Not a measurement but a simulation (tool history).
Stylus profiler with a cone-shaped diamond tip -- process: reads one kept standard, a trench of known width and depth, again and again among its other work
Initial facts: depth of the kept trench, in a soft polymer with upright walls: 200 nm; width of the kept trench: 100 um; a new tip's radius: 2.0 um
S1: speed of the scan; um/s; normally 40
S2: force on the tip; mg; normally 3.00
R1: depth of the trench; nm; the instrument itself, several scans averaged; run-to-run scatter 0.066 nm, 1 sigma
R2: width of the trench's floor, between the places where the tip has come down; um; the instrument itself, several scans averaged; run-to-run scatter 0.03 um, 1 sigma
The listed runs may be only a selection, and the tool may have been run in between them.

run 1 hour=0.0 | S1=40 S2=3.00 | R1=203.06 R2=97.57
run 2 hour=63.4 | S1=40 S2=3.00 | R1=203.01 R2=97.49
run 3 hour=180.6 | S1=19 S2=3.00 | R1=203.05 R2=97.60
run 4 hour=239.9 | S1=19 S2=3.00 | R1=203.12 R2=97.53
run 5 hour=351.1 | S1=19 S2=3.00 | R1=202.84 R2=97.51
run 6 hour=452.0 | S1=19 S2=1.71 | R1=201.93 R2=97.43
run 7 hour=556.5 | S1=40 S2=7.77 | R1=205.71 R2=97.43
run 8 hour=678.5 | S1=40 S2=7.77 | R1=205.76 R2=97.40
run 9 hour=782.7 | S1=40 S2=7.77 | R1=205.67 R2=97.36
run 10 hour=900.2 | S1=40 S2=2.69 | R1=202.65 R2=97.24
run 11 hour=960.8 | S1=40 S2=2.69 | R1=202.47 R2=97.27
run 12 hour=1073.3 | S1=40 S2=2.69 | R1=202.52 R2=97.24
run 13 hour=1173.3 | S1=40 S2=2.69 | R1=202.44 R2=97.20
run 14 hour=1274.9 | S1=40 S2=2.69 | R1=202.43 R2=97.22
run 15 hour=1351.6 | S1=40 S2=2.69 | R1=202.35 R2=97.16
run 16 hour=1440.0 | S1=40 S2=2.69 | R1=202.35 R2=97.17
run 17 hour=1540.7 | S1=40 S2=2.69 | R1=202.16 R2=97.17
run 18 hour=1627.9 | S1=43 S2=3.00 | R1=202.39 R2=97.11
run 19 hour=1723.3 | S1=43 S2=3.00 | R1=202.31 R2=97.09
run 20 hour=1783.7 | S1=43 S2=3.00 | R1=202.30 R2=97.10
run 21 hour=1912.5 | S1=40 S2=3.00 | R1=202.32 R2=97.10
run 22 hour=2043.1 | S1=40 S2=3.00 | R1=203.03 R2=98.05
run 23 hour=2163.7 | S1=40 S2=3.00 | R1=203.12 R2=98.05
run 24 hour=2238.1 | S1=65 S2=7.02 | R1=205.41 R2=98.02
run 25 hour=2320.8 | S1=65 S2=7.02 | R1=205.48 R2=97.96
run 26 hour=2452.5 | S1=13 S2=1.42 | R1=201.82 R2=98.03
run 27 hour=2552.4 | S1=13 S2=1.42 | R1=201.65 R2=98.03
run 28 hour=2647.1 | S1=36 S2=1.42 | R1=201.63 R2=97.81
run 29 hour=2709.0 | S1=36 S2=1.42 | R1=201.62 R2=97.81
run 30 hour=2814.0 | S1=127 S2=3.67 | R1=203.27 R2=97.47
run 31 hour=2875.1 | S1=116 S2=3.64 | R1=203.30 R2=97.52
run 32 hour=2972.0 | S1=122 S2=3.29 | R1=203.04 R2=97.47
run 33 hour=3060.9 | S1=37 S2=1.04 | R1=201.03 R2=97.60
run 34 hour=3131.0 | S1=40 S2=1.20 | R1=201.30 R2=97.64
run 35 hour=3228.4 | S1=13 S2=4.39 | R1=203.61 R2=97.84
run 36 hour=3302.6 | S1=13 S2=4.39 | R1=203.56 R2=97.86
run 37 hour=3421.1 | S1=13 S2=4.39 | R1=203.49 R2=97.81
run 38 hour=3514.5 | S1=152 S2=3.50 | R1=202.92 R2=97.13
run 39 hour=3627.2 | S1=51 S2=2.29 | R1=202.00 R2=97.57
run 40 hour=3722.1 | S1=25 S2=2.53 | R1=202.82 R2=97.66
run 41 hour=3811.9 | S1=25 S2=2.53 | R1=202.69 R2=97.62
run 42 hour=3897.8 | S1=25 S2=2.53 | R1=202.80 R2=97.59
run 43 hour=4025.7 | S1=40 S2=1.57 | R1=201.91 R2=97.48
run 44 hour=4100.7 | S1=22 S2=2.43 | R1=202.45 R2=97.56
run 45 hour=4180.2 | S1=73 S2=6.13 | R1=204.89 R2=97.49

Missing from the log above: 4 entries noted between runs. For each, name the pair of listed runs it sits between and say how the tool's hidden condition differs from the listed run just before to the listed run just after:
In the gap between runs 16 and 17: height scale calibrated on a step standard (hour 1534.4)
  radius of the tip, um: 4.45 -> 4.52; height scale over the true one, %: -0.285 -> -0.379
  difference, measured minus the result without the unlogged condition, R1: -0.57 -> -0.77 nm; R2: -0.89 -> -0.92 um
In the gap between runs 21 and 22: new tip fitted, height scale calibrated (hour 1972.8); height scale calibrated on a step standard, once more (hour 2012.5)
  radius of the tip, um: 4.8 -> 1.99; height scale over the true one, %: -0.446 -> -0.02
  difference, measured minus the result without the unlogged condition, R1: -0.91 -> -0.04 nm; R2: -1.00 -> +0.01 um
In the gap between runs 39 and 40: height scale calibrated on a step standard (hour 3707.7)
  radius of the tip, um: 3.15 -> 3.22; height scale over the true one, %: -0.306 -> -0.011
  difference, measured minus the result without the unlogged condition, R1: -0.62 -> -0.02 nm; R2: -0.46 -> -0.49 um
